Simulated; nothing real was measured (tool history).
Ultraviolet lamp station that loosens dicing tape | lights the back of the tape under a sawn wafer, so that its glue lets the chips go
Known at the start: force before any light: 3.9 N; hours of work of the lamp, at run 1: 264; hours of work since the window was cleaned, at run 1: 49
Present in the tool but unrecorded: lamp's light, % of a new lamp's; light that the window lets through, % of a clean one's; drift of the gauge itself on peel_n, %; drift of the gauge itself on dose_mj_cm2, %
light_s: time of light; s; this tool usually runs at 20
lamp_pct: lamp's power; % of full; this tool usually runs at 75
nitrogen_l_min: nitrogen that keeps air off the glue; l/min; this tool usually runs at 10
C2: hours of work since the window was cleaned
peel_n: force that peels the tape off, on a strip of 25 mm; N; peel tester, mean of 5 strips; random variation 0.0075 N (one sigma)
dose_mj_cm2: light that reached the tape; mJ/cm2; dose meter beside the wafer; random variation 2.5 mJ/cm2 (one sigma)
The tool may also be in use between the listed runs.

run 1 hour=0.0 | light_s=20 lamp_pct=75 nitrogen_l_min=10 | hours_of_work_of_the_lamp=264 C2=49 | peel_n=0.282 dose_mj_cm2=305
run 2 hour=9.8 | light_s=10 lamp_pct=75 nitrogen_l_min=10 | hours_of_work_of_the_lamp=269 C2=54 | peel_n=0.692 dose_mj_cm2=151
run 3 hour=20.3 | light_s=15 lamp_pct=75 nitrogen_l_min=10 | hours_of_work_of_the_lamp=274 C2=59 | peel_n=0.391 dose_mj_cm2=227
run 4 hour=39.2 | light_s=20 lamp_pct=68 nitrogen_l_min=10 | hours_of_work_of_the_lamp=283 C2=68 | peel_n=0.298 dose_mj_cm2=273
run 5 hour=57.0 | light_s=20 lamp_pct=68 nitrogen_l_min=10 | hours_of_work_of_the_lamp=292 C2=77 | peel_n=0.303 dose_mj_cm2=272
run 6 hour=76.2 | light_s=20 lamp_pct=68 nitrogen_l_min=10 | hours_of_work_of_the_lamp=302 C2=86 | peel_n=0.300 dose_mj_cm2=274
run 7 hour=88.2 | light_s=20 lamp_pct=68 nitrogen_l_min=10 | hours_of_work_of_the_lamp=307 C2=92 | peel_n=0.309 dose_mj_cm2=276
run 8 hour=98.6 | light_s=20 lamp_pct=68 nitrogen_l_min=10 | hours_of_work_of_the_lamp=312 C2=97 | peel_n=0.302 dose_mj_cm2=272
run 9 hour=113.0 | light_s=20 lamp_pct=68 nitrogen_l_min=10 | hours_of_work_of_the_lamp=320 C2=104 | peel_n=0.312 dose_mj_cm2=271
run 10 hour=133.2 | light_s=20 lamp_pct=75 nitrogen_l_min=5 | hours_of_work_of_the_lamp=329 C2=114 | peel_n=0.365 dose_mj_cm2=302
run 11 hour=152.9 | light_s=11 lamp_pct=75 nitrogen_l_min=5 | hours_of_work_of_the_lamp=339 C2=124 | peel_n=0.795 dose_mj_cm2=168
run 12 hour=168.1 | light_s=11 lamp_pct=75 nitrogen_l_min=5 | hours_of_work_of_the_lamp=346 C2=131 | peel_n=0.818 dose_mj_cm2=169
run 13 hour=181.3 | light_s=11 lamp_pct=75 nitrogen_l_min=5 | hours_of_work_of_the_lamp=353 C2=138 | peel_n=0.818 dose_mj_cm2=168
run 14 hour=194.5 | light_s=20 lamp_pct=76 nitrogen_l_min=10 | hours_of_work_of_the_lamp=359 C2=144 | peel_n=0.276 dose_mj_cm2=306
run 15 hour=204.0 | light_s=34 lamp_pct=76 nitrogen_l_min=10 | hours_of_work_of_the_lamp=364 C2=149 | peel_n=0.224 dose_mj_cm2=517
run 16 hour=217.7 | light_s=34 lamp_pct=76 nitrogen_l_min=10 | hours_of_work_of_the_lamp=371 C2=156 | peel_n=0.241 dose_mj_cm2=523
run 17 hour=234.8 | light_s=10 lamp_pct=75 nitrogen_l_min=18 | hours_of_work_of_the_lamp=379 C2=164 | peel_n=0.520 dose_mj_cm2=151
run 18 hour=255.3 | light_s=13 lamp_pct=78 nitrogen_l_min=10 | hours_of_work_of_the_lamp=389 C2=174 | peel_n=0.426 dose_mj_cm2=209
run 19 hour=264.5 | light_s=13 lamp_pct=78 nitrogen_l_min=10 | hours_of_work_of_the_lamp=394 C2=179 | peel_n=0.438 dose_mj_cm2=206
run 20 hour=277.8 | light_s=16 lamp_pct=78 nitrogen_l_min=10 | hours_of_work_of_the_lamp=400 C2=185 | peel_n=0.328 dose_mj_cm2=247
run 21 hour=291.0 | light_s=20 lamp_pct=75 nitrogen_l_min=10 | hours_of_work_of_the_lamp=407 C2=191 | peel_n=0.280 dose_mj_cm2=299
run 22 hour=300.2 | light_s=20 lamp_pct=75 nitrogen_l_min=10 | hours_of_work_of_the_lamp=411 C2=196 | peel_n=0.281 dose_mj_cm2=303
run 23 hour=319.6 | light_s=20 lamp_pct=75 nitrogen_l_min=10 | hours_of_work_of_the_lamp=421 C2=205 | peel_n=0.282 dose_mj_cm2=303
run 24 hour=333.6 | light_s=20 lamp_pct=75 nitrogen_l_min=5 | hours_of_work_of_the_lamp=427 C2=212 | peel_n=0.355 dose_mj_cm2=301
run 25 hour=354.2 | light_s=13 lamp_pct=78 nitrogen_l_min=8 | hours_of_work_of_the_lamp=437 C2=222 | peel_n=0.494 dose_mj_cm2=203
run 26 hour=367.9 | light_s=13 lamp_pct=78 nitrogen_l_min=8 | hours_of_work_of_the_lamp=444 C2=229 | peel_n=0.504 dose_mj_cm2=208
run 27 hour=384.9 | light_s=13 lamp_pct=78 nitrogen_l_min=8 | hours_of_work_of_the_lamp=453 C2=237 | peel_n=0.490 dose_mj_cm2=202
run 28 hour=401.3 | light_s=13 lamp_pct=78 nitrogen_l_min=8 | hours_of_work_of_the_lamp=461 C2=245 | peel_n=0.494 dose_mj_cm2=206
run 29 hour=410.8 | light_s=36 lamp_pct=78 nitrogen_l_min=8 | hours_of_work_of_the_lamp=465 C2=250 | peel_n=0.229 dose_mj_cm2=565
run 30 hour=431.8 | light_s=20 lamp_pct=68 nitrogen_l_min=6 | hours_of_work_of_the_lamp=475 C2=260 | peel_n=0.374 dose_mj_cm2=272
run 31 hour=449.9 | light_s=11 lamp_pct=68 nitrogen_l_min=3 | hours_of_work_of_the_lamp=484 C2=269 | peel_n=1.143 dose_mj_cm2=149
run 32 hour=462.9 | light_s=11 lamp_pct=68 nitrogen_l_min=3 | hours_of_work_of_the_lamp=491 C2=276 | peel_n=1.167 dose_mj_cm2=152

Alternative continuations, all from the tool just after run 32; predict every row:
run A hour=483.4 | light_s=16 lamp_pct=75 nitrogen_l_min=6 | hours_of_work_of_the_lamp=501 C2=286 | peel_n=? dose_mj_cm2=?
run B hour=483.4 | light_s=10 lamp_pct=68 nitrogen_l_min=3 | hours_of_work_of_the_lamp=501 C2=286 | peel_n=? dose_mj_cm2=?
run C hour=483.4 | light_s=12 lamp_pct=62 nitrogen_l_min=8 | hours_of_work_of_the_lamp=501 C2=286 | peel_n=? dose_mj_cm2=?
run D hour=483.4 | light_s=20 lamp_pct=63 nitrogen_l_min=15 | hours_of_work_of_the_lamp=501 C2=286 | peel_n=? dose_mj_cm2=?

run=A peel_n=0.447 dose_mj_cm2=244
run=B peel_n=1.300 dose_mj_cm2=138
run=C peel_n=0.738 dose_mj_cm2=151
run=D peel_n=0.288 dose_mj_cm2=257
With no hidden state in the tool, these same runs would have given:
run=A peel_n=0.446 dose_mj_cm2=245
run=B peel_n=1.298 dose_mj_cm2=138
run=C peel_n=0.737 dose_mj_cm2=151
run=D peel_n=0.287 dose_mj_cm2=257
